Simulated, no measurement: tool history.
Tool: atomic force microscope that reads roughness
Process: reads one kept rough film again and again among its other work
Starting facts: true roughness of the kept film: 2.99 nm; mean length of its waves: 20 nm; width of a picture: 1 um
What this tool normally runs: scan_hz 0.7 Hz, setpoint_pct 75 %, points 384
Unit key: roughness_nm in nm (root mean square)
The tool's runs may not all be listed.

| run | hour | scan_hz | setpoint_pct | points | roughness_nm |
|---|---|---|---|---|---|
| 1 | 0 | 0.7 | 75 | 384 | 2.162 |
| 2 | 13.3 | 0.7 | 75 | 384 | 2.136 |
| 3 | 25.3 | 0.989 | 75 | 384 | 2.069 |
| 4 | 34.7 | 0.709 | 75 | 384 | 2.048 |
| 5 | 48.4 | 0.7 | 59 | 384 | 2.027 |
| 6 | 56.6 | 0.7 | 75 | 384 | 2 |
| 7 | 71.6 | 0.7 | 75 | 384 | 1.944 |
| 8 | 78.8 | 0.7 | 75 | 384 | 1.918 |
| 9 | 91.9 | 0.7 | 75 | 384 | 1.873 |
| 10 | 101 | 0.7 | 75 | 384 | 1.846 |
| 11 | 111 | 1.462 | 88 | 275 | 1.673 |
| 12 | 119.3 | 0.994 | 75 | 384 | 1.779 |
| 13 | 131.4 | 0.7 | 58 | 782 | 1.798 |
| 14 | 146.1 | 0.7 | 57 | 353 | 1.737 |
|  | 148.6 | new tip fitted |
| 15 | 156.4 | 1.795 | 87 | 563 | 2.155 |
| 16 | 165.6 | 2.78 | 65 | 518 | 2.213 |
| 17 | 177.4 | 2.78 | 68 | 518 | 2.165 |
| 18 | 184.7 | 1.285 | 55 | 366 | 2.235 |
| 19 | 191.7 | 1.285 | 55 | 366 | 2.186 |
| 20 | 202.1 | 3.185 | 65 | 584 | 2.079 |

Selected run-to-run steps in roughness_nm, each split into two signed amounts: the part the tool would show with no hidden state at all (from settings, incoming material and random variation), and the remainder, which goes to the hidden state together with any gauge scatter not common to the measured and the hidden-state-free results:
Hidden conditions of the tool in this case: radius of the tip, nm; height scale over the true one, %; drift of the gauge itself on roughness_nm, %.
Run 10 -> 11: scan_hz 0.7 -> 1.462, setpoint_pct 75 -> 88, points 384 -> 275. roughness_nm -0.173 nm (root mean square): hidden state +0.02, all else -0.193.
Run 11 -> 12: scan_hz 1.462 -> 0.994, setpoint_pct 88 -> 75, points 275 -> 384. roughness_nm +0.106 nm (root mean square): hidden state -0.062, all else +0.168.
Run 14 -> 15: scan_hz 0.7 -> 1.795, setpoint_pct 57 -> 87, points 353 -> 563, new tip fitted. roughness_nm +0.418 nm (root mean square): hidden state +0.605, all else -0.187.
